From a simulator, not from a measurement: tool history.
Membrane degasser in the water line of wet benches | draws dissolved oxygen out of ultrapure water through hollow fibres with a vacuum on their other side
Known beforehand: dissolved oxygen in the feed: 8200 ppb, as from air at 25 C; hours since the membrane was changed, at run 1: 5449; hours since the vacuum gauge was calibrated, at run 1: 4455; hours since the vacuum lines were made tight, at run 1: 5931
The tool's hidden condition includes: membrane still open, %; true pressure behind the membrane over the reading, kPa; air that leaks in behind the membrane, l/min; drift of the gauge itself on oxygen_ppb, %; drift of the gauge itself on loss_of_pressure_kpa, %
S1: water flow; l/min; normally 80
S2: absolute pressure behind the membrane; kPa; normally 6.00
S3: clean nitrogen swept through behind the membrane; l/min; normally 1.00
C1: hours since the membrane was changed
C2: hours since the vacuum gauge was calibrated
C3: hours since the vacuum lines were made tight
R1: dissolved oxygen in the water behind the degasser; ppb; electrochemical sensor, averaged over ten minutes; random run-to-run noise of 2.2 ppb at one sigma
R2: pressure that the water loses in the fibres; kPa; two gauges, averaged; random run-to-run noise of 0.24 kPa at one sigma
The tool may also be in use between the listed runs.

run 1 day=0.000 | S1=80 S2=6.00 S3=1.00 | C1=5449 C2=4455 C3=5931 | R1=377.2 R2=62.19
-- day=2.304 vacuum gauge calibrated
run 2 day=5.617 | S1=80 S2=6.00 S3=1.00 | C1=5584 C2=79 C3=6066 | R1=375.6 R2=61.83
run 3 day=12.838 | S1=80 S2=6.00 S3=1.00 | C1=5757 C2=253 C3=6239 | R1=377.8 R2=62.12
run 4 day=17.046 | S1=80 S2=6.00 S3=1.56 | C1=5858 C2=354 C3=6340 | R1=278.8 R2=62.08
run 5 day=21.471 | S1=80 S2=6.00 S3=2.17 | C1=5964 C2=460 C3=6446 | R1=218.7 R2=61.78
run 6 day=27.062 | S1=80 S2=6.00 S3=2.17 | C1=6098 C2=594 C3=6580 | R1=221.8 R2=62.35
run 7 day=31.796 | S1=80 S2=6.00 S3=2.17 | C1=6212 C2=708 C3=6694 | R1=217.2 R2=62.17
run 8 day=35.808 | S1=79 S2=6.00 S3=1.00 | C1=6308 C2=804 C3=6790 | R1=375.5 R2=61.18
run 9 day=42.483 | S1=79 S2=6.00 S3=1.00 | C1=6468 C2=964 C3=6950 | R1=373.3 R2=61.33
run 10 day=49.121 | S1=79 S2=6.00 S3=1.00 | C1=6628 C2=1124 C3=7110 | R1=374.6 R2=61.34
run 11 day=55.683 | S1=79 S2=6.00 S3=1.00 | C1=6785 C2=1281 C3=7267 | R1=374.4 R2=61.32
-- day=57.425 seals of the vacuum lines changed
run 12 day=59.921 | S1=82 S2=6.00 S3=1.00 | C1=6885 C2=1381 C3=60 | R1=382.0 R2=63.52
run 13 day=64.700 | S1=82 S2=6.00 S3=1.00 | C1=7000 C2=1495 C3=175 | R1=383.6 R2=63.86
run 14 day=71.621 | S1=82 S2=6.00 S3=1.00 | C1=7166 C2=1662 C3=341 | R1=388.0 R2=63.91
run 15 day=79.354 | S1=82 S2=6.00 S3=1.00 | C1=7351 C2=1847 C3=526 | R1=383.6 R2=63.81
run 16 day=85.121 | S1=82 S2=6.00 S3=1.00 | C1=7490 C2=1986 C3=665 | R1=379.7 R2=63.54
run 17 day=90.858 | S1=82 S2=6.00 S3=1.00 | C1=7627 C2=2123 C3=802 | R1=387.5 R2=63.43
run 18 day=97.146 | S1=59 S2=9.30 S3=0.97 | C1=7778 C2=2274 C3=953 | R1=635.7 R2=45.98
run 19 day=104.388 | S1=52 S2=9.30 S3=0.97 | C1=7952 C2=2448 C3=1127 | R1=587.7 R2=39.86
run 20 day=109.421 | S1=52 S2=9.30 S3=0.97 | C1=8073 C2=2569 C3=1248 | R1=577.0 R2=40.18
run 21 day=116.221 | S1=52 S2=9.30 S3=0.97 | C1=8236 C2=2732 C3=1411 | R1=584.8 R2=40.47
run 22 day=125.275 | S1=80 S2=6.00 S3=0.99 | C1=8453 C2=2949 C3=1628 | R1=379.3 R2=61.61
run 23 day=129.142 | S1=80 S2=6.00 S3=0.99 | C1=8546 C2=3042 C3=1721 | R1=378.5 R2=62.24
run 24 day=138.258 | S1=80 S2=11.04 S3=2.32 | C1=8765 C2=3261 C3=1940 | R1=540.6 R2=62.18
run 25 day=145.583 | S1=121 S2=5.34 S3=0.88 | C1=8941 C2=3437 C3=2116 | R1=427.6 R2=93.97
run 26 day=152.267 | S1=51 S2=6.00 S3=2.50 | C1=9101 C2=3597 C3=2276 | R1=129.1 R2=39.30
run 27 day=161.200 | S1=86 S2=3.79 S3=1.27 | C1=9316 C2=3811 C3=2491 | R1=89.1 R2=66.79
run 28 day=168.792 | S1=87 S2=6.00 S3=2.85 | C1=9498 C2=3994 C3=2673 | R1=193.2 R2=67.33
run 29 day=177.838 | S1=67 S2=6.00 S3=0.46 | C1=9715 C2=4211 C3=2890 | R1=522.2 R2=52.25
run 30 day=183.675 | S1=92 S2=10.74 S3=0.49 | C1=9855 C2=4351 C3=3030 | R1=1498.1 R2=71.35
run 31 day=189.221 | S1=49 S2=6.58 S3=0.49 | C1=9988 C2=4484 C3=3163 | R1=499.2 R2=38.15
-- day=190.400 vacuum gauge calibrated
run 32 day=196.800 | S1=49 S2=6.58 S3=0.49 | C1=10170 C2=154 C3=3345 | R1=498.8 R2=38.08

Each row is a separate what-if for the run after 32, all from the same tool condition, not one after another. Results?
run A day=205.417 | S1=126 S2=7.46 S3=1.88 | C1=10376 C2=360 C3=3551 | R1=? R2=?
run B day=205.417 | S1=103 S2=11.87 S3=0.66 | C1=10376 C2=360 C3=3551 | R1=? R2=?
run C day=205.417 | S1=126 S2=5.99 S3=1.04 | C1=10376 C2=360 C3=3551 | R1=? R2=?

run=A R1=532.4 R2=97.71
run=B R1=1559.5 R2=80.38
run=C R1=510.7 R2=97.65
Take away the tool's hidden state, keep each run's random variation, and the runs would have read:
run=A R1=532.4 R2=97.69
run=B R1=1559.5 R2=80.36
run=C R1=510.7 R2=97.63

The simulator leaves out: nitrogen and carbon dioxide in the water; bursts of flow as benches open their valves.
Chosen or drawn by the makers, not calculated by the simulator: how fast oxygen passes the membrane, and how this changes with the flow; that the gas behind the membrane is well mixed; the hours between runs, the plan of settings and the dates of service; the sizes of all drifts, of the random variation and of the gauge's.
